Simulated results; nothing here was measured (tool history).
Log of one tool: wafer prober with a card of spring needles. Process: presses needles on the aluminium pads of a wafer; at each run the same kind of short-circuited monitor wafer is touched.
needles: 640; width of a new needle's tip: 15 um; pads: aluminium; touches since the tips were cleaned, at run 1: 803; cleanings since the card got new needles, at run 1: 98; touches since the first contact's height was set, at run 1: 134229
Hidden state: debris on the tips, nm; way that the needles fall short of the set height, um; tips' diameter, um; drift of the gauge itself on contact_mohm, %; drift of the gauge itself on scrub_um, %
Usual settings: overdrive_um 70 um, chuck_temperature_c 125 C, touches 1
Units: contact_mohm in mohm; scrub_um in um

| run | hour | overdrive_um | chuck_temperature_c | touches | touches since the tips were cleaned | cleanings since the card got new needles | touches since the first contact's height was set | contact_mohm | scrub_um |
|---|---|---|---|---|---|---|---|---|---|
| 1 | 0.0 | 70 | 125 | 1 | 803 | 98 | 134229 | 216 | 14.10 |
|  | 2.4 | tips cleaned on abrasive film |
|  | 6.4 | tips cleaned on abrasive film |
|  | 10.1 | tips cleaned on abrasive film |
| 2 | 12.1 | 70 | 103 | 1 | 1522 | 101 | 143080 | 247 | 14.39 |
|  | 13.8 | tips cleaned on abrasive film |
|  | 17.4 | tips cleaned on abrasive film |
|  | 21.2 | tips cleaned on abrasive film |
| 3 | 21.4 | 70 | 103 | 1 | 144 | 104 | 149829 | 188 | 14.02 |
|  | 25.2 | tips cleaned on abrasive film |
|  | 28.6 | height of the first contact set anew |
|  | 29.3 | tips cleaned on abrasive film |
| 4 | 32.2 | 70 | 103 | 1 | 2161 | 106 | 2566 | 255 | 14.78 |
|  | 32.9 | tips cleaned on abrasive film |
|  | 37.0 | tips cleaned on abrasive film |
|  | 40.8 | tips cleaned on abrasive film |
| 5 | 42.1 | 70 | 103 | 1 | 923 | 109 | 9764 | 221 | 14.78 |
|  | 44.4 | tips cleaned on abrasive film |
|  | 47.9 | tips cleaned on abrasive film |
| 6 | 50.3 | 70 | 103 | 1 | 1779 | 111 | 15788 | 251 | 14.79 |
|  | 52.0 | tips cleaned on abrasive film |
|  | 56.1 | tips cleaned on abrasive film |
|  | 60.3 | tips cleaned on abrasive film |
| 7 | 61.5 | 70 | 28 | 1 | 920 | 114 | 23985 | 218 | 14.96 |
|  | 64.0 | tips cleaned on abrasive film |
|  | 67.9 | tips cleaned on abrasive film |
|  | 72.0 | tips cleaned on abrasive film |
| 8 | 73.8 | 70 | 125 | 1 | 1289 | 117 | 32953 | 238 | 14.48 |
|  | 75.5 | tips cleaned on abrasive film |
|  | 79.4 | tips cleaned on abrasive film |
|  | 83.3 | tips cleaned on abrasive film |
| 9 | 85.4 | 70 | 125 | 1 | 1570 | 120 | 41492 | 259 | 14.66 |
|  | 86.9 | tips cleaned on abrasive film |
|  | 90.4 | tips cleaned on abrasive film |
|  | 94.6 | tips cleaned on abrasive film |
|  | 98.1 | tips cleaned on abrasive film |
| 10 | 98.6 | 70 | 125 | 1 | 392 | 124 | 51099 | 198 | 14.63 |
|  | 101.5 | tips cleaned on abrasive film |
|  | 105.3 | tips cleaned on abrasive film |
| 11 | 105.3 | 70 | 125 | 2 | 0 | 126 | 55942 | 180 | 14.53 |
|  | 109.0 | tips cleaned on abrasive film |
|  | 113.1 | tips cleaned on abrasive film |
| 12 | 115.8 | 70 | 125 | 2 | 1994 | 128 | 63650 | 236 | 14.59 |
|  | 117.2 | tips cleaned on abrasive film |
|  | 120.6 | tips cleaned on abrasive film |
|  | 124.5 | tips cleaned on abrasive film |
|  | 128.4 | tips cleaned on abrasive film |
| 13 | 128.4 | 70 | 125 | 2 | 0 | 132 | 72849 | 179 | 14.42 |
|  | 132.1 | tips cleaned on abrasive film |
|  | 135.7 | tips cleaned on abrasive film |
| 14 | 137.4 | 70 | 125 | 2 | 1212 | 134 | 79417 | 220 | 14.56 |
|  | 139.9 | tips cleaned on abrasive film |
|  | 143.6 | tips cleaned on abrasive film |
|  | 147.6 | tips cleaned on abrasive film |
| 15 | 149.9 | 70 | 125 | 1 | 1669 | 137 | 88580 | 264 | 14.33 |
|  | 151.6 | tips cleaned on abrasive film |
|  | 155.4 | tips cleaned on abrasive film |
|  | 159.3 | tips cleaned on abrasive film |
| 16 | 161.7 | 68 | 37 | 2 | 1850 | 140 | 97270 | 227 | 13.82 |
|  | 163.4 | tips cleaned on abrasive film |
|  | 167.5 | tips cleaned on abrasive film |
| 17 | 168.9 | 52 | 40 | 1 | 1047 | 142 | 102513 | 303 | 10.61 |
|  | 171.3 | tips cleaned on abrasive film |
|  | 174.7 | tips cleaned on abrasive film |
| 18 | 175.9 | 70 | 125 | 1 | 895 | 144 | 107604 | 226 | 14.29 |
|  | 178.4 | tips cleaned on abrasive film |
|  | 182.1 | tips cleaned on abrasive film |
|  | 186.0 | tips cleaned on abrasive film |
| 19 | 186.0 | 55 | 28 | 1 | 0 | 147 | 114935 | 178 | 11.29 |
|  | 189.8 | tips cleaned on abrasive film |
|  | 193.6 | tips cleaned on abrasive film |
|  | 197.4 | tips cleaned on abrasive film |
| 20 | 197.4 | 85 | 75 | 1 | 0 | 150 | 123315 | 172 | 17.51 |
|  | 201.3 | tips cleaned on abrasive film |
| 21 | 203.1 | 58 | 72 | 2 | 1422 | 151 | 127517 | 249 | 11.56 |
|  | 204.6 | tips cleaned on abrasive film |
|  | 208.7 | tips cleaned on abrasive film |
|  | 212.2 | tips cleaned on abrasive film |
| 22 | 214.5 | 58 | 72 | 2 | 1781 | 154 | 135848 | 259 | 11.57 |
|  | 216.1 | tips cleaned on abrasive film |
|  | 219.9 | tips cleaned on abrasive film |
| 23 | 220.4 | 58 | 72 | 2 | 381 | 156 | 140111 | 204 | 11.76 |
|  | 223.8 | tips cleaned on abrasive film |
|  | 227.8 | tips cleaned on abrasive film |
| 24 | 229.5 | 81 | 72 | 2 | 1299 | 158 | 146807 | 204 | 16.27 |
|  | 231.8 | tips cleaned on abrasive film |
|  | 235.5 | tips cleaned on abrasive film |
|  | 239.1 | tips cleaned on abrasive film |
| 25 | 239.4 | 81 | 72 | 2 | 220 | 161 | 153946 | 170 | 16.34 |
|  | 241.3 | height of the first contact set anew |
|  | 243.5 | tips cleaned on abrasive film |
|  | 247.3 | tips cleaned on abrasive film |
|  | 250.7 | tips cleaned on abrasive film |
| 26 | 252.5 | 81 | 72 | 2 | 1353 | 164 | 8210 | 199 | 17.22 |
|  | 254.2 | tips cleaned on abrasive film |
|  | 258.4 | tips cleaned on abrasive film |
|  | 262.5 | tips cleaned on abrasive film |
| 27 | 265.0 | 81 | 57 | 2 | 1875 | 167 | 17345 | 209 | 17.19 |
|  | 266.5 | tips cleaned on abrasive film |
|  | 270.3 | tips cleaned on abrasive film |
|  | 273.9 | tips cleaned on abrasive film |
| 28 | 276.6 | 60 | 79 | 3 | 2059 | 170 | 25827 | 218 | 12.78 |
|  | 277.5 | tips cleaned on abrasive film |
|  | 281.5 | tips cleaned on abrasive film |
| 29 | 283.5 | 71 | 79 | 1 | 1525 | 172 | 30887 | 258 | 15.06 |

Forecast each of these 4 alternatives for the next run:
|  | 285.1 | tips cleaned on abrasive film |
|  | 289.2 | tips cleaned on abrasive film |
| A | 292.2 | 54 | 37 | 1 | 2206 | 174 | 37215 | ? | ? |
|  | 285.1 | tips cleaned on abrasive film |
|  | 289.2 | tips cleaned on abrasive film |
| B | 292.2 | 58 | 92 | 1 | 2206 | 174 | 37215 | ? | ? |
|  | 285.1 | tips cleaned on abrasive film |
|  | 289.2 | tips cleaned on abrasive film |
| C | 292.2 | 67 | 125 | 1 | 2206 | 174 | 37215 | ? | ? |
|  | 285.1 | tips cleaned on abrasive film |
|  | 289.2 | tips cleaned on abrasive film |
| D | 292.2 | 58 | 80 | 2 | 2206 | 174 | 37215 | ? | ? |

| run | contact_mohm | scrub_um |
|---|---|---|
| A | 385 | 11.31 |
| B | 352 | 12.09 |
| C | 304 | 13.89 |
| D | 279 | 12.07 |
Without the tool's hidden state the same runs would have given:
| run | contact_mohm | scrub_um |
|---|---|---|
| A | 158 | 11.51 |
| B | 168 | 12.29 |
| C | 171 | 14.09 |
| D | 164 | 12.27 |

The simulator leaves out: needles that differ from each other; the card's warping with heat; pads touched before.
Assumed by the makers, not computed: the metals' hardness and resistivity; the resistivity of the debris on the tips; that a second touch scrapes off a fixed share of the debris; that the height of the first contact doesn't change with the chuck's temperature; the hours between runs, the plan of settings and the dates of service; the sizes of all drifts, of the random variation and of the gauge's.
